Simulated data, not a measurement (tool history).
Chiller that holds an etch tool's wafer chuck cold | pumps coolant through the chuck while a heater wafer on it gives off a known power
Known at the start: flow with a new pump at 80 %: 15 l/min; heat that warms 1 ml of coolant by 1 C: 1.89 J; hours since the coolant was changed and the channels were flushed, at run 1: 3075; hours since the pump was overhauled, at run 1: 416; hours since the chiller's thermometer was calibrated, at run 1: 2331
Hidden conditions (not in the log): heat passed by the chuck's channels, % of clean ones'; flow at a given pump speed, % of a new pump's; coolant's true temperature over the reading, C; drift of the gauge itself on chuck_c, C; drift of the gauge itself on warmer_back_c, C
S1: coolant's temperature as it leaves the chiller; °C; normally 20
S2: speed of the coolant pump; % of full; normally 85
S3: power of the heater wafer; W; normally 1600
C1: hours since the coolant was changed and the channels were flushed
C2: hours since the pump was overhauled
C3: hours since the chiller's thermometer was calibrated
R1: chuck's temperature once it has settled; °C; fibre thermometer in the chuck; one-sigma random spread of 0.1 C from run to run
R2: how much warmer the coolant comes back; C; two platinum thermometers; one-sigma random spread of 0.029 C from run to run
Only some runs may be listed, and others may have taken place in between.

Run 1, hour 0: usual settings; C1 3075; C2 416; C3 2331. Result: R1 35.9 °C, R2 3.21 C.
Run 2, hour 47.9: usual settings but S2 96 % of full; C1 3123; C2 464; C3 2379. Result: R1 34.9 °C, R2 2.83 C.
Run 3, hour 87.4: usual settings but S1 12 °C; C1 3163; C2 504; C3 2418. Result: R1 27.9 °C, R2 3.24 C.
Run 4, hour 112.2: usual settings but S1 12 °C, S2 82 % of full; C1 3187; C2 528; C3 2443. Result: R1 28.1 °C, R2 3.31 C.
Run 5, hour 159.4: usual settings but S1 21 °C, S2 82 % of full; C1 3235; C2 576; C3 2490. Result: R1 36.9 °C, R2 3.3 C.
Run 6, hour 187.3: usual settings but S1 21 °C, S2 82 % of full; C1 3262; C2 604; C3 2518. Result: R1 37 °C, R2 3.37 C.
Run 7, hour 217.3: usual settings but S1 17 °C; C1 3292; C2 634; C3 2548. Result: R1 32.5 °C, R2 3.16 C.
Run 8, hour 246.1: usual settings but S1 17 °C; C1 3321; C2 662; C3 2577. Result: R1 32.5 °C, R2 3.24 C.
Run 9, hour 281.7: usual settings; C1 3357; C2 698; C3 2613. Result: R1 35.6 °C, R2 3.2 C.
Run 10, hour 323.3: usual settings but S2 92 % of full; C1 3398; C2 740; C3 2654. Result: R1 34.9 °C, R2 2.98 C.
Run 11, hour 374.2: usual settings but S2 92 % of full; C1 3449; C2 790; C3 2705. Result: R1 35.1 °C, R2 2.99 C.
Run 12, hour 426.1: usual settings but S2 92 % of full; C1 3501; C2 842; C3 2757. Result: R1 35.2 °C, R2 3.01 C.
Run 13, hour 449.5: usual settings but S3 1539 W; C1 3525; C2 866; C3 2781. Result: R1 35.3 °C, R2 3.12 C.
Run 14, hour 501.7: usual settings but S3 1038 W; C1 3577; C2 918; C3 2833. Result: R1 30.3 °C, R2 2.05 C.
Run 15, hour 551.9: usual settings but S1 19 °C, S2 64 % of full, S3 882 W; C1 3627; C2 968; C3 2883. Result: R1 28.8 °C, R2 2.32 C.
Run 16, hour 579.9: usual settings but S1 19 °C, S2 64 % of full, S3 882 W; C1 3655; C2 996; C3 2911. Result: R1 29 °C, R2 2.35 C.
Run 17, hour 621.3: usual settings but S1 16 °C, S2 96 % of full; C1 3696; C2 1038; C3 2952. Result: R1 30.6 °C, R2 2.81 C.
Run 18, hour 677.9: usual settings but S2 61 % of full, S3 1148 W; C1 3753; C2 1094; C3 3009. Result: R1 33.3 °C, R2 3.21 C.
Run 19, hour 724.6: usual settings but S1 18 °C; C1 3800; C2 1141; C3 3056. Result: R1 33.8 °C, R2 3.2 C.
Run 20, hour 765: usual settings but S1 21 °C, S3 1352 W; C1 3840; C2 1181; C3 3096. Result: R1 34.2 °C, R2 2.73 C.
Run 21, hour 788.9: usual settings but S1 21 °C, S3 1352 W; C1 3864; C2 1205; C3 3120. Result: R1 34.1 °C, R2 2.76 C.
Run 22, hour 844: usual settings but S1 12 °C, S3 1048 W; C1 3919; C2 1260; C3 3175. Result: R1 22.4 °C, R2 2.14 C.
Run 23, hour 891.7: usual settings but S3 1304 W; C1 3967; C2 1308; C3 3223. Result: R1 32.7 °C, R2 2.63 C.
Run 24, hour 934.9: usual settings but S1 18 °C, S3 835 W; C1 4010; C2 1351; C3 3266. Result: R1 26.1 °C, R2 1.71 C.
Run 25, hour 989.3: usual settings but S1 11 °C, S2 70 % of full, S3 934 W; C1 4064; C2 1406; C3 3320. Result: R1 21.1 °C, R2 2.29 C.
Run 26, hour 1038.8: usual settings but S1 11 °C, S2 95 % of full, S3 830 W; C1 4114; C2 1455; C3 3370. Result: R1 18.6 °C, R2 1.48 C.

Each row is a separate what-if for the run after 26, all from the same tool condition, not one after another. Results?
Run A, hour 1070.3: usual settings but S1 30 °C, S2 95 % of full, S3 2310 W; C1 4145; C2 1487; C3 3401. Result: R1 ?, R2 ?.
Run B, hour 1070.3: usual settings but S1 16 °C, S2 95 % of full, S3 2108 W; C1 4145; C2 1487; C3 3401. Result: R1 ?, R2 ?.
Run C, hour 1070.3: usual settings but S1 27 °C, S2 62 % of full, S3 1492 W; C1 4145; C2 1487; C3 3401. Result: R1 ?, R2 ?.
Run D, hour 1070.3: usual settings but S2 78 % of full, S3 1244 W; C1 4145; C2 1487; C3 3401. Result: R1 ?, R2 ?.
Run E, hour 1070.3: usual settings but S1 12 °C, S2 78 % of full, S3 1177 W; C1 4145; C2 1487; C3 3401. Result: R1 ?, R2 ?.

run    R1    R2
  A  51.5  4.17
  B  35.5  3.76
  C  44.2  4.09
  D  32.8  2.72
  E    24  2.51
Without the tool's unlogged condition, the same runs would have read:
run    R1    R2
  A  51.4  4.17
  B  35.5  3.76
  C  44.2  4.08
  D  32.8  2.72
  E    24  2.51
